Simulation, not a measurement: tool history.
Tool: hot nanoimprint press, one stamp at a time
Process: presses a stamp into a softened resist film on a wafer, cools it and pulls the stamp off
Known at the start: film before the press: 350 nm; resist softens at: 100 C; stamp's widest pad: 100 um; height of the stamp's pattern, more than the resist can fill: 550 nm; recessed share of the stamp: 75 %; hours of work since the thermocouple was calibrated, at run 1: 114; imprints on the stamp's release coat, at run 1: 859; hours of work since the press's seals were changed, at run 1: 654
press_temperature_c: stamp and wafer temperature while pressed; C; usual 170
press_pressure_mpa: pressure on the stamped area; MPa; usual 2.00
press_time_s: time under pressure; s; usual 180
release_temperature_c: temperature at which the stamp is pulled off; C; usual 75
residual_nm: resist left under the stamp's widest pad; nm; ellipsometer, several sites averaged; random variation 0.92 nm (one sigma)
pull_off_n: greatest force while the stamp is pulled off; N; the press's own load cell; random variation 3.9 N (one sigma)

run    hour  press_temperature_c  press_pressure_mpa  press_time_s  release_temperature_c  hours of work since the thermocouple was calibrated  imprints on the stamp's release coat  hours of work since the press's seals were changed  residual_nm  pull_off_n
  1     0.0                  170                2.00           180                     75                                                  114                                   859                                                 654        135.2         222
       24.9  -- stamp cleaned and given a new release coat
  2    89.7                  170                2.00           180                     75                                                  173                                   345                                                 713        135.5         214
  3   134.8                  181                2.00           180                     75                                                  205                                   586                                                 745         91.5         222
      215.4  -- stamp cleaned and given a new release coat
  4   236.1                  181                2.00           180                     75                                                  273                                   110                                                 813         92.5         200
  5   296.0                  170                2.00           180                     75                                                  315                                   429                                                 855        137.2         205
  6   381.2                  170                2.00           180                     75                                                  375                                   883                                                 915        141.6         227
      403.4  -- stamp cleaned and given a new release coat
  7   452.7                  170                2.00           180                     75                                                  421                                   262                                                 961        141.3         204
      471.2  -- plate thermocouple calibrated
  8   525.3                  170                1.26           180                     75                                                   38                                   633                                                1011        168.5         211
      575.7  -- press's hydraulic seals changed and the load cell set to zero
  9   582.4                  170                1.26           180                     75                                                   73                                   895                                                   5        162.0         225
      602.4  -- stamp cleaned and given a new release coat
 10   658.8                  170                1.26           180                     75                                                  123                                   300                                                  54        163.8         199
 11   747.9                  170                1.26           180                     75                                                  186                                   775                                                 118        165.2         219
      789.1  -- stamp cleaned and given a new release coat
 12   829.3                  170                1.26           180                     75                                                  239                                   215                                                 171        166.9         201
 13   904.9                  170                1.26           180                     75                                                  292                                   617                                                 224        169.6         212
 14   956.5                  170                1.26           180                     75                                                  329                                   892                                                 261        169.4         229
      976.6  -- stamp cleaned and given a new release coat
 15  1050.0                  170                1.37           209                     75                                                  391                                   391                                                 323        156.0         205
 16  1093.7                  170                1.37           209                     75                                                  422                                   624                                                 354        156.4         220
     1110.4  -- plate thermocouple calibrated
 17  1157.8                  170                1.37           352                     66                                                   33                                   949                                                 397        124.8         243
     1168.4  -- stamp cleaned and given a new release coat
 18  1241.9                  170                1.31           180                     75                                                   89                                   391                                                 452        163.9         202
 19  1312.9                  182                2.00           133                     75                                                  139                                   769                                                 502         98.3         228
     1357.8  -- stamp cleaned and given a new release coat
 20  1380.8                  162                2.33           133                     75                                                  183                                   123                                                 546        194.4         194
 21  1478.0                  163                2.81           133                     75                                                  251                                   640                                                 615        175.6         212
     1546.9  -- stamp cleaned and given a new release coat
 22  1546.9                  158                2.71           180                     75                                                  296                                     0                                                 659        197.7         198
 23  1619.9                  158                2.71           180                     75                                                  348                                   389                                                 711        201.8         202
 24  1693.6                  160                2.00           180                     75                                                  400                                   781                                                 763        210.3         226
     1734.3  -- stamp cleaned and given a new release coat
     1742.8  -- plate thermocouple calibrated
 25  1754.5                  160                2.00           180                     75                                                    8                                    92                                                 800        197.6         198
 26  1842.7                  181                1.35           256                     75                                                   71                                   561                                                 862         96.7         213
     1930.2  -- stamp cleaned and given a new release coat
 27  1940.3                  181                1.35           256                     75                                                  135                                    54                                                 927         97.6         191

Forecast each of these 5 alternatives for the next run:
  A  2018.7                  181                2.00           118                     75                                                  191                                   472                                                 982            ?           ?
  B  2018.7                  181                1.35           256                     61                                                  191                                   472                                                 982            ?           ?
  C  2018.7                  170                2.00           180                     71                                                  191                                   472                                                 982            ?           ?
  D  2018.7                  176                1.50           256                     75                                                  191                                   472                                                 982            ?           ?
  E  2018.7                  173                2.94           256                     75                                                  191                                   472                                                 982            ?           ?

run  residual_nm  pull_off_n
  A        111.2         218
  B         97.2         227
  C        139.5         208
  D        110.4         213
  E         88.6         216
Without the tool's hidden state the same runs would have given:
run  residual_nm  pull_off_n
  A        102.6         197
  B         91.0         206
  C        128.3         188
  D        102.8         193
  E         79.2         196
